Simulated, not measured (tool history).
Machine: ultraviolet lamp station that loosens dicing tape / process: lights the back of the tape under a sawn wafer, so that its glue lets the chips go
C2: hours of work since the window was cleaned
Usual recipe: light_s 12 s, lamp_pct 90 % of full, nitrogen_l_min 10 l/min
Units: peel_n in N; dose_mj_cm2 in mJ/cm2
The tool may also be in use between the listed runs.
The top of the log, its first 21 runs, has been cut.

Run 22, hour 280: usual settings but nitrogen_l_min 8 l/min; hours of work of the lamp 307; C2 89. Result: peel_n 0.572 N, dose_mj_cm2 462 mJ/cm2.
Run 23, hour 293.9: usual settings but light_s 22 s, lamp_pct 88 % of full, nitrogen_l_min 8 l/min; hours of work of the lamp 316; C2 98. Result: peel_n 0.211 N, dose_mj_cm2 814 mJ/cm2.
Run 24, hour 301.7: usual settings but light_s 13 s, lamp_pct 70 % of full, nitrogen_l_min 13 l/min; hours of work of the lamp 321; C2 103. Result: peel_n 0.635 N, dose_mj_cm2 377 mJ/cm2.
Run 25, hour 318.9: usual settings but light_s 13 s, lamp_pct 70 % of full, nitrogen_l_min 11 l/min; hours of work of the lamp 332; C2 114. Result: peel_n 0.722 N, dose_mj_cm2 383 mJ/cm2.
Run 26, hour 326.1: usual settings but light_s 13 s, lamp_pct 70 % of full, nitrogen_l_min 11 l/min; hours of work of the lamp 336; C2 119. Result: peel_n 0.709 N, dose_mj_cm2 387 mJ/cm2.
Run 27, hour 342.7: usual settings but lamp_pct 89 % of full, nitrogen_l_min 17 l/min; hours of work of the lamp 347; C2 130. Result: peel_n 0.395 N, dose_mj_cm2 445 mJ/cm2.
Run 28, hour 359.5: usual settings but lamp_pct 75 % of full, nitrogen_l_min 17 l/min; hours of work of the lamp 358; C2 140. Result: peel_n 0.536 N, dose_mj_cm2 376 mJ/cm2.
Run 29, hour 370.5: usual settings but light_s 14 s, lamp_pct 61 % of full, nitrogen_l_min 8 l/min; hours of work of the lamp 365; C2 147. Result: peel_n 0.938 N, dose_mj_cm2 359 mJ/cm2.
Run 30, hour 387.1: usual settings but light_s 6 s, nitrogen_l_min 7 l/min; hours of work of the lamp 376; C2 158. Result: peel_n 2.185 N, dose_mj_cm2 223 mJ/cm2.
Run 31, hour 400.2: usual settings but light_s 7 s, lamp_pct 65 % of full, nitrogen_l_min 11 l/min; hours of work of the lamp 384; C2 166. Result: peel_n 2.267 N, dose_mj_cm2 191 mJ/cm2.
Run 32, hour 414.4: usual settings but light_s 22 s, lamp_pct 71 % of full, nitrogen_l_min 6 l/min; hours of work of the lamp 393; C2 176. Result: peel_n 0.33 N, dose_mj_cm2 655 mJ/cm2.
Run 33, hour 427.9: usual settings but light_s 9 s, lamp_pct 74 % of full, nitrogen_l_min 3 l/min; hours of work of the lamp 402; C2 184. Result: peel_n 2.428 N, dose_mj_cm2 279 mJ/cm2.
Run 34, hour 441.3: usual settings but light_s 7 s, lamp_pct 63 % of full, nitrogen_l_min 18 l/min; hours of work of the lamp 411; C2 193. Result: peel_n 2.087 N, dose_mj_cm2 183 mJ/cm2.
Run 35, hour 455: usual settings but light_s 8 s, lamp_pct 67 % of full, nitrogen_l_min 6 l/min; hours of work of the lamp 419; C2 202. Result: peel_n 2.363 N, dose_mj_cm2 230 mJ/cm2.
Run 36, hour 470.1: usual settings but lamp_pct 64 % of full, nitrogen_l_min 17 l/min; hours of work of the lamp 429; C2 211. Result: peel_n 0.776 N, dose_mj_cm2 320 mJ/cm2.
Run 37, hour 486.7: usual settings but light_s 10 s, lamp_pct 99 % of full, nitrogen_l_min 17 l/min; hours of work of the lamp 440; C2 222. Result: peel_n 0.456 N, dose_mj_cm2 415 mJ/cm2.
Run 38, hour 498.9: usual settings but light_s 10 s, lamp_pct 99 % of full, nitrogen_l_min 17 l/min; hours of work of the lamp 448; C2 230. Result: peel_n 0.465 N, dose_mj_cm2 417 mJ/cm2.
Run 39, hour 510: usual settings but light_s 7 s, lamp_pct 82 % of full, nitrogen_l_min 12 l/min; hours of work of the lamp 455; C2 237. Result: peel_n 1.608 N, dose_mj_cm2 239 mJ/cm2.
At hour 527.4: window cleaned of glue's vapour.
Run 40, hour 527.4: usual settings but light_s 17 s, lamp_pct 83 % of full, nitrogen_l_min 6 l/min; hours of work of the lamp 466; C2 0. Result: peel_n 0.401 N, dose_mj_cm2 592 mJ/cm2.
Run 41, hour 538.2: usual settings but light_s 10 s, lamp_pct 67 % of full; hours of work of the lamp 472; C2 7. Result: peel_n 1.346 N, dose_mj_cm2 281 mJ/cm2.
Run 42, hour 554.2: usual settings but light_s 20 s, lamp_pct 84 % of full, nitrogen_l_min 7 l/min; hours of work of the lamp 483; C2 17. Result: peel_n 0.257 N, dose_mj_cm2 708 mJ/cm2.
Run 43, hour 570.7: usual settings but light_s 20 s, lamp_pct 76 % of full, nitrogen_l_min 13 l/min; hours of work of the lamp 493; C2 28. Result: peel_n 0.227 N, dose_mj_cm2 640 mJ/cm2.

Forecast each of these 3 alternatives for the next run:
Run A, hour 584.5: usual settings but light_s 20 s, lamp_pct 62 % of full, nitrogen_l_min 7 l/min; hours of work of the lamp 502; C2 37. Result: peel_n ?, dose_mj_cm2 ?.
Run B, hour 584.5: usual settings but light_s 22 s; hours of work of the lamp 502; C2 37. Result: peel_n ?, dose_mj_cm2 ?.
Run C, hour 584.5: usual settings but light_s 6 s, lamp_pct 69 % of full, nitrogen_l_min 4 l/min; hours of work of the lamp 502; C2 37. Result: peel_n ?, dose_mj_cm2 ?.

run  peel_n  dose_mj_cm2
  A   0.456          527
  B   0.188          835
  C   3.724          170
Take away the tool's hidden state, keep each run's random variation, and the runs would have read:
run  peel_n  dose_mj_cm2
  A   0.455          528
  B   0.188          836
  C    3.72          170

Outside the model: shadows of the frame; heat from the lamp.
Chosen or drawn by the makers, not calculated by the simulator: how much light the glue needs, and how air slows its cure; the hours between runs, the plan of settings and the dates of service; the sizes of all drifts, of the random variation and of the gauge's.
